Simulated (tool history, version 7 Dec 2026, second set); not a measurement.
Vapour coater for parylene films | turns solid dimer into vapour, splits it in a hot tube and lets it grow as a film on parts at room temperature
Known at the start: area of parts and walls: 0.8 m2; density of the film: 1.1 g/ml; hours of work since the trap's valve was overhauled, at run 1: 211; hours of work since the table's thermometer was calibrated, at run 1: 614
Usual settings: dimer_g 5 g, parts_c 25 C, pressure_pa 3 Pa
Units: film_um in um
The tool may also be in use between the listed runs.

run,hour,dimer_g,parts_c,pressure_pa,hours of work since the trap's valve was overhauled,hours of work since the table's thermometer was calibrated,film_um
1,0,5,25,3,211,614,4.39
2,61.7,5,25,3,256,659,4.39
3,112.1,5,25,3,293,696,4.39
4,182.3,5,25,3,345,748,4.34
5,242.1,5,25,3,389,792,4.33
6,278.3,5,25,3,415,818,4.28
7,338.7,5,25,3,460,863,4.26
8,397.5,5,25,11.03,503,906,3.42
9,479.7,5,25,11.03,563,966,3.36
# hour 526.2: trap's valve overhauled
10,558.3,5,25,11.03,24,1021,3.64
11,632.7,5,25,3,78,1076,4.54
12,684,5,25,5.74,116,1113,4.02
13,736.4,5,25,5.74,154,1152,4.05
14,794.4,5,25,5.74,197,1194,4.04
15,870.5,5,25,5.74,253,1250,3.97
16,944,5,25,5.74,307,1304,3.97
17,1019.2,5,25,5.74,362,1359,3.95
18,1096.8,5,25,3,419,1416,4.31
19,1173.5,5,25,3.14,475,1472,4.27
20,1239.7,5,18,3,524,1521,5.15
21,1292.7,5,18,3,562,1560,5.11
# hour 1340.6: trap's valve overhauled
22,1354.2,5,18,3,10,1602,5.53
23,1394.8,5,18,3,40,1632,5.57
# hour 1426.9: table's thermometer calibrated
24,1459.8,6,25,3,87,24,5.32
25,1536.9,6,25,3,143,81,5.25
26,1614,6,25,3,200,137,5.23
27,1651.9,6,25,3,228,165,5.18
28,1687,6,27,3,253,191,4.95
29,1750.8,7,18,3,300,238,7.54
30,1814.8,7,29,3,347,285,5.24
31,1894.3,5,22,3,406,343,4.83
32,1938.4,5,17,4.54,438,375,5.22
33,1993,6,25,6.4,478,415,4.48
34,2056.9,6,25,6.4,525,462,4.49
35,2099.5,5,31,3,556,494,3.41
# hour 2151.2: trap's valve overhauled
36,2151.2,5,31,3,0,529,3.73
37,2189.3,5,31,3,28,557,3.7
38,2228.4,2,34,2.29,57,585,1.39
39,2293,5,26,6.41,104,633,3.8
40,2330.4,5,26,2.73,132,660,4.31
41,2393.3,3,24,4.35,178,706,2.58
42,2436,3,24,4.35,209,737,2.57
43,2494.9,5,33,3,252,781,3.34
44,2530.3,5,33,3,278,807,3.35
45,2576,8,22,7.41,312,840,6.69
46,2631.7,8,22,7.41,353,881,6.75
47,2670,2,25,3,381,909,1.77

Forecast each of these 4 alternatives for the next run:
A,2742.9,5,17,5.49,434,963,?
B,2742.9,5,25,2.76,434,963,?
C,2742.9,5,30,3,434,963,?
D,2742.9,6,22,10.37,434,963,?

run,film_um
A,5.14
B,4.34
C,3.65
D,4.65
Without the tool's hidden state the same runs would have given:
run,film_um
A,5.4
B,4.57
C,3.84
D,4.89
